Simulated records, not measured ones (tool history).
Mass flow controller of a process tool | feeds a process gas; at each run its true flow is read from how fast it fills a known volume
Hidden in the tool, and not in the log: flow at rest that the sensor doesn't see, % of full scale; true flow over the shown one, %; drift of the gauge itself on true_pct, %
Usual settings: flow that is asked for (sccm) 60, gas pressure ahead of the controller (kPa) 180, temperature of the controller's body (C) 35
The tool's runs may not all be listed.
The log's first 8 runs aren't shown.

| run | hour | flow that is asked for (sccm) | gas pressure ahead of the controller (kPa) | temperature of the controller's body (C) | hours of work since the controller was set to zero | hours of work since the controller was changed | true flow (%) |
|---|---|---|---|---|---|---|---|
| 9 | 658.8 | 60 | 245 | 35 | 702 | 702 | 99.11 |
| 10 | 708.2 | 60 | 187 | 35 | 737 | 737 | 99.01 |
| 11 | 781.7 | 60 | 187 | 35 | 790 | 790 | 99.13 |
| 12 | 890.9 | 60 | 157 | 35 | 868 | 868 | 99.22 |
| 13 | 1003.7 | 60 | 157 | 35 | 948 | 948 | 99.25 |
| 14 | 1081.1 | 79 | 157 | 35 | 1003 | 1003 | 99.44 |
| 15 | 1193.0 | 79 | 157 | 21 | 1083 | 1083 | 100.60 |
| 16 | 1278.3 | 60 | 180 | 35 | 1144 | 1144 | 99.60 |
| 17 | 1381.6 | 60 | 180 | 35 | 1218 | 1218 | 99.85 |
| 18 | 1491.8 | 60 | 180 | 35 | 1297 | 1297 | 100.07 |
| 19 | 1594.2 | 60 | 180 | 35 | 1370 | 1370 | 99.99 |
| 20 | 1644.6 | 60 | 180 | 35 | 1406 | 1406 | 100.24 |
| 21 | 1708.6 | 35 | 180 | 35 | 1451 | 1451 | 100.05 |
| 22 | 1808.2 | 35 | 180 | 25 | 1523 | 1523 | 100.99 |
| 23 | 1855.5 | 35 | 240 | 25 | 1556 | 1556 | 101.14 |
| 24 | 1957.9 | 35 | 240 | 25 | 1629 | 1629 | 101.44 |
|  | 1985.7 | gauge calibrated |
| 25 | 2024.9 | 35 | 172 | 36 | 1677 | 1677 | 97.74 |
| 26 | 2085.3 | 40 | 172 | 36 | 1720 | 1720 | 97.71 |
| 27 | 2149.8 | 31 | 180 | 26 | 1766 | 1766 | 98.50 |
| 28 | 2220.7 | 31 | 180 | 26 | 1817 | 1817 | 98.56 |
| 29 | 2291.2 | 60 | 199 | 25 | 1867 | 1867 | 99.16 |
| 30 | 2356.5 | 60 | 199 | 25 | 1914 | 1914 | 99.19 |
| 31 | 2456.5 | 60 | 199 | 25 | 1985 | 1985 | 99.41 |
| 32 | 2545.9 | 69 | 187 | 35 | 2049 | 2049 | 98.86 |

The next listed run, before its measurement:
| 33 | 2652.3 | 50 | 221 | 39 | 2125 | 2125 | ? |

Run 33 gave true flow (%) 98.72.
Without the tool's hidden state the same run would have given true flow (%) 97.79.

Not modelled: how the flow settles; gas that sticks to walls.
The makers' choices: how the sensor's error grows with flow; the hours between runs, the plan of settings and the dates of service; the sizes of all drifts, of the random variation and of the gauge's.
